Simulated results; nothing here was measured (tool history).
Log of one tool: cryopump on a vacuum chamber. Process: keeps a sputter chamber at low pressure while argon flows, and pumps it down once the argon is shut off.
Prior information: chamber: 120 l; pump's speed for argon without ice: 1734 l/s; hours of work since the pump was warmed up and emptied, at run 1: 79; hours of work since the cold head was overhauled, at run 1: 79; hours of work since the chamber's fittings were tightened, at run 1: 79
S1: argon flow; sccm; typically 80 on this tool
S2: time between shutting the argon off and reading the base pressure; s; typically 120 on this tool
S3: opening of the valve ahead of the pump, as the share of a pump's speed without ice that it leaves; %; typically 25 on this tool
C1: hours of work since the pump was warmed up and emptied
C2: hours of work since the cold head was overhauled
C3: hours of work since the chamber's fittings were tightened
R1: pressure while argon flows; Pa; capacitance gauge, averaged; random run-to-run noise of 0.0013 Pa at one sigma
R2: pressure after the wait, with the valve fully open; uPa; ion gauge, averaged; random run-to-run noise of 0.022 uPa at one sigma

{"run": 1, "hour": 0.0, "S1": 80, "S2": 120, "S3": 25, "C1": 79, "C2": 79, "C3": 79, "R1": 0.3142, "R2": 0.8}
{"run": 2, "hour": 34.4, "S1": 80, "S2": 120, "S3": 25, "C1": 103, "C2": 103, "C3": 103, "R1": 0.3132, "R2": 0.77}
{"run": 3, "hour": 70.4, "S1": 40, "S2": 120, "S3": 25, "C1": 128, "C2": 128, "C3": 128, "R1": 0.1577, "R2": 0.77}
{"run": 4, "hour": 115.5, "S1": 40, "S2": 120, "S3": 25, "C1": 159, "C2": 159, "C3": 159, "R1": 0.1564, "R2": 0.81}
{"run": 5, "hour": 140.1, "S1": 80, "S2": 251, "S3": 25, "C1": 176, "C2": 176, "C3": 176, "R1": 0.315, "R2": 0.58}
{"run": 6, "hour": 186.9, "S1": 80, "S2": 251, "S3": 25, "C1": 208, "C2": 208, "C3": 208, "R1": 0.3123, "R2": 0.6}
{"run": 7, "hour": 211.1, "S1": 80, "S2": 245, "S3": 25, "C1": 225, "C2": 225, "C3": 225, "R1": 0.3155, "R2": 0.61}
{"run": 8, "hour": 257.8, "S1": 80, "S2": 120, "S3": 25, "C1": 257, "C2": 257, "C3": 257, "R1": 0.3165, "R2": 0.89}
{"run": 9, "hour": 300.8, "S1": 80, "S2": 120, "S3": 25, "C1": 287, "C2": 287, "C3": 287, "R1": 0.3151, "R2": 0.91}
{"run": 10, "hour": 334.2, "S1": 80, "S2": 120, "S3": 25, "C1": 310, "C2": 310, "C3": 310, "R1": 0.3181, "R2": 0.91}
{"run": 11, "hour": 375.7, "S1": 80, "S2": 120, "S3": 25, "C1": 339, "C2": 339, "C3": 339, "R1": 0.3186, "R2": 0.95}
{"run": 12, "hour": 416.9, "S1": 80, "S2": 120, "S3": 20, "C1": 367, "C2": 367, "C3": 367, "R1": 0.3951, "R2": 0.96}
{"run": 13, "hour": 466.6, "S1": 80, "S2": 120, "S3": 20, "C1": 402, "C2": 402, "C3": 402, "R1": 0.3919, "R2": 0.98}
{"run": 14, "hour": 502.1, "S1": 106, "S2": 120, "S3": 25, "C1": 426, "C2": 426, "C3": 426, "R1": 0.421, "R2": 1}
{"run": 15, "hour": 534.0, "S1": 93, "S2": 120, "S3": 25, "C1": 448, "C2": 448, "C3": 448, "R1": 0.3706, "R2": 1.01}
{"run": 16, "hour": 559.6, "S1": 93, "S2": 120, "S3": 25, "C1": 466, "C2": 466, "C3": 466, "R1": 0.3688, "R2": 1.03}
{"run": 17, "hour": 600.9, "S1": 93, "S2": 120, "S3": 25, "C1": 494, "C2": 494, "C3": 494, "R1": 0.3723, "R2": 1.04}
{"run": 18, "hour": 639.5, "S1": 81, "S2": 120, "S3": 21, "C1": 521, "C2": 521, "C3": 521, "R1": 0.3823, "R2": 1.07}
{"run": 19, "hour": 676.5, "S1": 81, "S2": 120, "S3": 21, "C1": 547, "C2": 547, "C3": 547, "R1": 0.3847, "R2": 1.11}
{"run": 20, "hour": 701.6, "S1": 92, "S2": 70, "S3": 51, "C1": 564, "C2": 564, "C3": 564, "R1": 0.1859, "R2": 1.47}
{"run": 21, "hour": 747.5, "S1": 88, "S2": 47, "S3": 25, "C1": 596, "C2": 596, "C3": 596, "R1": 0.3537, "R2": 1.9}
{"run": 22, "hour": 770.9, "S1": 88, "S2": 47, "S3": 25, "C1": 612, "C2": 612, "C3": 612, "R1": 0.3521, "R2": 1.99}
{"run": 23, "hour": 822.7, "S1": 88, "S2": 47, "S3": 25, "C1": 648, "C2": 648, "C3": 648, "R1": 0.355, "R2": 1.97}
{"run": 24, "hour": 871.3, "S1": 64, "S2": 32, "S3": 25, "C1": 681, "C2": 681, "C3": 681, "R1": 0.2553, "R2": 2.59}
{"run": 25, "hour": 913.8, "S1": 64, "S2": 32, "S3": 25, "C1": 711, "C2": 711, "C3": 711, "R1": 0.257, "R2": 2.6}
{"run": 26, "hour": 952.9, "S1": 64, "S2": 32, "S3": 25, "C1": 737, "C2": 737, "C3": 737, "R1": 0.2596, "R2": 2.6}
{"run": 27, "hour": 985.9, "S1": 64, "S2": 32, "S3": 25, "C1": 760, "C2": 760, "C3": 760, "R1": 0.2584, "R2": 2.61}
{"run": 28, "hour": 1008.5, "S1": 64, "S2": 32, "S3": 25, "C1": 776, "C2": 776, "C3": 776, "R1": 0.2583, "R2": 2.63}
{"run": 29, "hour": 1034.4, "S1": 64, "S2": 32, "S3": 25, "C1": 794, "C2": 794, "C3": 794, "R1": 0.258, "R2": 2.71}
{"run": 30, "hour": 1070.8, "S1": 64, "S2": 32, "S3": 25, "C1": 819, "C2": 819, "C3": 819, "R1": 0.2585, "R2": 2.72}
{"run": 31, "hour": 1094.8, "S1": 64, "S2": 32, "S3": 42, "C1": 836, "C2": 836, "C3": 836, "R1": 0.1574, "R2": 2.72}
{"run": 32, "hour": 1134.9, "S1": 64, "S2": 32, "S3": 42, "C1": 863, "C2": 863, "C3": 863, "R1": 0.1593, "R2": 2.79}
{"run": 33, "hour": 1187.0, "S1": 64, "S2": 32, "S3": 42, "C1": 899, "C2": 899, "C3": 899, "R1": 0.1581, "R2": 2.8}
{"run": 34, "hour": 1235.5, "S1": 45, "S2": 32, "S3": 57, "C1": 933, "C2": 933, "C3": 933, "R1": 0.0854, "R2": 2.81}

Results for each run, recomputed without the tool's hidden state and with each run's random variation untouched:
Hidden state at play: pump's speed, % of a pump's without ice; cold plate's temperature, K; leak into the chamber, uPa l/s; drift of the gauge itself on working_pa, %; drift of the gauge itself on base_upa, %.
run=1 R1=0.3123 R2=0.72
run=2 R1=0.3111 R2=0.68
run=3 R1=0.1565 R2=0.66
run=4 R1=0.155 R2=0.68
run=5 R1=0.312 R2=0.45
run=6 R1=0.3089 R2=0.44
run=7 R1=0.3119 R2=0.44
run=8 R1=0.3124 R2=0.69
run=9 R1=0.3106 R2=0.7
run=10 R1=0.3134 R2=0.68
run=11 R1=0.3134 R2=0.7
run=12 R1=0.3896 R2=0.69
run=13 R1=0.386 R2=0.68
run=14 R1=0.4126 R2=0.68
run=15 R1=0.3629 R2=0.68
run=16 R1=0.3608 R2=0.68
run=17 R1=0.3638 R2=0.68
run=18 R1=0.3746 R2=0.68
run=19 R1=0.3766 R2=0.7
run=20 R1=0.1764 R2=1.05
run=21 R1=0.3441 R2=1.46
run=22 R1=0.3423 R2=1.52
run=23 R1=0.3446 R2=1.49
run=24 R1=0.2474 R2=2.08
run=25 R1=0.2487 R2=2.07
run=26 R1=0.251 R2=2.05
run=27 R1=0.2496 R2=2.05
run=28 R1=0.2493 R2=2.05
run=29 R1=0.2488 R2=2.11
run=30 R1=0.2489 R2=2.1
run=31 R1=0.1477 R2=2.09
run=32 R1=0.1492 R2=2.11
run=33 R1=0.1476 R2=2.11
run=34 R1=0.0776 R2=2.09
